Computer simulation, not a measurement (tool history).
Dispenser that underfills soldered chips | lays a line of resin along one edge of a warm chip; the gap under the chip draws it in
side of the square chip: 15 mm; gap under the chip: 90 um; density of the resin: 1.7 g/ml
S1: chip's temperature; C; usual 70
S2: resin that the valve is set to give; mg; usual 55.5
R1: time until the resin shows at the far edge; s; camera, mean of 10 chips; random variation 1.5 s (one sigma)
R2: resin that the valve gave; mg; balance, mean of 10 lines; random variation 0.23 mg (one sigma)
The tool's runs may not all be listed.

| run | hour | S1 | S2 | R1 | R2 |
|---|---|---|---|---|---|
| 1 | 0.0 | 70 | 55.5 | 228.5 | 54.09 |
| 2 | 6.1 | 70 | 55.5 | 148.5 | 54.40 |
| 3 | 8.4 | 70 | 63.0 | 162.2 | 61.46 |
| 4 | 13.1 | 70 | 63.0 | 203.0 | 61.67 |
| 5 | 18.0 | 70 | 62.9 | 243.7 | 62.93 |
| 6 | 23.8 | 70 | 62.9 | 155.4 | 62.93 |
| 7 | 27.3 | 77 | 55.5 | 148.8 | 55.41 |
| 8 | 30.3 | 77 | 55.5 | 169.5 | 55.41 |
| 9 | 34.3 | 70 | 55.5 | 260.0 | 54.92 |
| 10 | 40.1 | 70 | 55.5 | 165.0 | 55.15 |
| 11 | 45.9 | 70 | 55.5 | 218.5 | 54.55 |
| 12 | 51.3 | 70 | 55.5 | 281.1 | 54.68 |
| 13 | 57.2 | 57 | 55.5 | 276.3 | 54.56 |
| 14 | 62.5 | 57 | 55.5 | 353.2 | 54.56 |
| 15 | 67.8 | 70 | 53.3 | 292.8 | 52.04 |
| 16 | 72.4 | 70 | 55.5 | 180.4 | 54.39 |
| 17 | 75.6 | 70 | 55.5 | 213.0 | 53.77 |
| 18 | 80.4 | 70 | 62.0 | 261.0 | 59.94 |
| 19 | 86.0 | 70 | 62.0 | 156.7 | 61.88 |
| 20 | 88.9 | 85 | 66.9 | 113.4 | 66.76 |
| 21 | 91.9 | 85 | 66.9 | 131.7 | 66.46 |
| 22 | 96.7 | 84 | 50.9 | 172.7 | 50.79 |
| 23 | 101.7 | 85 | 50.4 | 103.4 | 50.09 |
| 24 | 106.4 | 70 | 47.8 | 206.4 | 47.37 |
| 25 | 111.6 | 64 | 54.4 | 309.6 | 53.87 |
| 26 | 114.2 | 84 | 49.5 | 189.8 | 48.76 |
| 27 | 117.3 | 84 | 58.7 | 108.3 | 57.76 |
| 28 | 121.7 | 57 | 66.1 | 309.3 | 65.02 |
| 29 | 124.2 | 85 | 53.1 | 142.2 | 52.11 |
| 30 | 126.7 | 66 | 56.3 | 291.7 | 55.38 |
| 31 | 132.0 | 70 | 49.7 | 164.9 | 48.66 |
| 32 | 136.8 | 55 | 47.3 | 348.6 | 46.34 |
| 33 | 139.9 | 55 | 47.3 | 404.3 | 46.15 |
| 34 | 143.8 | 60 | 61.7 | 384.5 | 60.32 |
| 35 | 149.0 | 71 | 54.4 | 161.5 | 54.43 |
| 36 | 151.4 | 67 | 71.9 | 200.3 | 71.46 |
| 37 | 154.6 | 67 | 71.9 | 236.5 | 71.49 |

Taken out of this log: 13 entries between the listed runs. Where each belongs, and how the hidden state differs across it:
Between runs 1 and 2: new syringe of resin (hour 6.1)
  resin's viscosity, % of fresh resin's: 152.5 -> 99.7; dose that the valve gives, % of what is set: 98.16 -> 97.91; true chip temperature over the reading, C: -0.39 -> -0.42
  measured less the result without the state, R1: +80.9 -> +1.8 s; R2: -1.01 -> -1.16 mg
Between runs 4 and 5: dispensing valve cleaned and set on the balance (hour 18.0)
  resin's viscosity, % of fresh resin's: 138 -> 165.9; dose that the valve gives, % of what is set: 97.6 -> 100.14; true chip temperature over the reading, C: -0.45 -> -0.47
  measured less the result without the state, R1: +58.3 -> +99.0 s; R2: -1.52 -> +0.09 mg
Between runs 5 and 6: new syringe of resin (hour 22.5)
  resin's viscosity, % of fresh resin's: 165.9 -> 106.1; dose that the valve gives, % of what is set: 100.14 -> 99.87; true chip temperature over the reading, C: -0.47 -> -0.5
  measured less the result without the state, R1: +99.0 -> +11.3 s; R2: +0.09 -> -0.08 mg
Between runs 9 and 10: new syringe of resin (hour 37.8)
  resin's viscosity, % of fresh resin's: 172.6 -> 109.4; dose that the valve gives, % of what is set: 99.42 -> 99.18; true chip temperature over the reading, C: -0.55 -> -0.58
  measured less the result without the state, R1: +112.1 -> +17.1 s; R2: -0.32 -> -0.46 mg
Between runs 12 and 13: new syringe of resin (hour 53.1)
  resin's viscosity, % of fresh resin's: 184.6 -> 119.8; dose that the valve gives, % of what is set: 98.65 -> 98.42; true chip temperature over the reading, C: -0.63 -> -0.66
  measured less the result without the state, R1: +132.2 -> +51.5 s; R2: -0.75 -> -0.87 mg
Between runs 15 and 16: new syringe of resin (hour 68.4)
  resin's viscosity, % of fresh resin's: 196.3 -> 121.2; dose that the valve gives, % of what is set: 97.97 -> 97.76; true chip temperature over the reading, C: -0.72 -> -0.74
  measured less the result without the state, R1: +147.9 -> +35.5 s; R2: -1.08 -> -1.25 mg
Between runs 18 and 19: dispensing valve cleaned and set on the balance (hour 83.0); new syringe of resin (hour 84.8)
  resin's viscosity, % of fresh resin's: 175.9 -> 105.4; dose that the valve gives, % of what is set: 97.42 -> 99.98; true chip temperature over the reading, C: -0.78 -> -0.8
  measured less the result without the state, R1: +116.8 -> +11.8 s; R2: -1.59 -> -0.02 mg
Between runs 22 and 23: new syringe of resin (hour 100.3)
  resin's viscosity, % of fresh resin's: 173.3 -> 106.8; dose that the valve gives, % of what is set: 99.56 -> 99.35; true chip temperature over the reading, C: -0.85 -> -0.88
  measured less the result without the state, R1: +75.6 -> +9.1 s; R2: -0.22 -> -0.33 mg
Between runs 26 and 27: new syringe of resin (hour 115.5)
  resin's viscosity, % of fresh resin's: 190.4 -> 108.9; dose that the valve gives, % of what is set: 98.78 -> 98.67; true chip temperature over the reading, C: -0.94 -> -0.95
  measured less the result without the state, R1: +93.0 -> +11.6 s; R2: -0.60 -> -0.77 mg
Between runs 30 and 31: new syringe of resin (hour 130.7)
  resin's viscosity, % of fresh resin's: 167.8 -> 106.2; dose that the valve gives, % of what is set: 98.29 -> 98.07; true chip temperature over the reading, C: -1 -> -1.03
  measured less the result without the state, R1: +123.7 -> +15.2 s; R2: -0.96 -> -0.96 mg
Between runs 34 and 35: new syringe of resin (hour 146.2); dispensing valve cleaned and set on the balance (hour 148.3)
  resin's viscosity, % of fresh resin's: 182.9 -> 108.1; dose that the valve gives, % of what is set: 97.56 -> 99.82; true chip temperature over the reading, C: -1.09 -> -1.11
  measured less the result without the state, R1: +182.4 -> +17.3 s; R2: -1.51 -> -0.10 mg
